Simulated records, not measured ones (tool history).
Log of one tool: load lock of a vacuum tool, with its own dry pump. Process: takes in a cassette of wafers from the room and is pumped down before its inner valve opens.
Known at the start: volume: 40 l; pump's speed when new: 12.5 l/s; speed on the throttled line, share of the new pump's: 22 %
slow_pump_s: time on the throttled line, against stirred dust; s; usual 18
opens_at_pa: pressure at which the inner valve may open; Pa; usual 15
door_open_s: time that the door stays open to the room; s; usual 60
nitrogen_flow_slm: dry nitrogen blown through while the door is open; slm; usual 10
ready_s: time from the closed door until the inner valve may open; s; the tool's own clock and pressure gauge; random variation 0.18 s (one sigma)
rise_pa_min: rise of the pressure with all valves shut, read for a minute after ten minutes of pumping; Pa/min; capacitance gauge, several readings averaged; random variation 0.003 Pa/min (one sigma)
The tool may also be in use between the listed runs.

run,hour,slow_pump_s,opens_at_pa,door_open_s,nitrogen_flow_slm,"incoming humidity of the room's air, %",ready_s,rise_pa_min
1,0.0,18,15,60,10,50.1,42.2,0.011
2,358.9,18,15,60,10,43.4,42.6,0.015
3,646.0,19,15,60,10,46.8,43.2,0.015
4,1251.0,18,15,60,10,45.9,42.3,0.015
5,1562.1,18,16,60,10,44.0,42.1,0.022
6,2167.1,18,16,60,10,42.3,42.3,0.011
7,2749.9,18,16,66,10,43.4,42.4,0.013
8,3056.7,18,16,66,10,45.1,42.1,0.020
9,3642.6,18,16,66,10,42.1,42.0,0.013
10,4164.9,24,15,60,10,45.8,46.9,0.017
11,4767.6,24,15,60,10,45.7,47.0,0.015
12,5246.3,24,15,60,10,44.9,47.1,0.017
13,5601.8,29,20,169,6,47.1,49.8,0.042
14,5975.1,29,20,169,6,47.1,49.7,0.043
15,6245.0,13,20,79,6,44.7,37.3,0.029
16,6812.8,13,20,79,6,48.2,37.4,0.031
# hour 6854.5: dry pump taken out, an overhauled one fitted
17,7191.0,13,17,91,10,47.1,37.7,0.018
18,7454.8,13,12,177,10,47.3,39.1,0.034

3 ways to go on from here, each from the tool as it stands after run 18. What would each give?
A,7946.6,13,16,177,34,46.5,?,?
B,7946.6,18,15,60,12,45.0,?,?
C,7946.6,22,21,60,10,45.7,?,?

run,ready_s,rise_pa_min
A,38.5,0.014
B,42.2,0.008
C,44.3,0.015
Without the tool's hidden state the same runs would have given:
run,ready_s,rise_pa_min
A,38.5,0.013
B,42.2,0.007
C,44.3,0.014
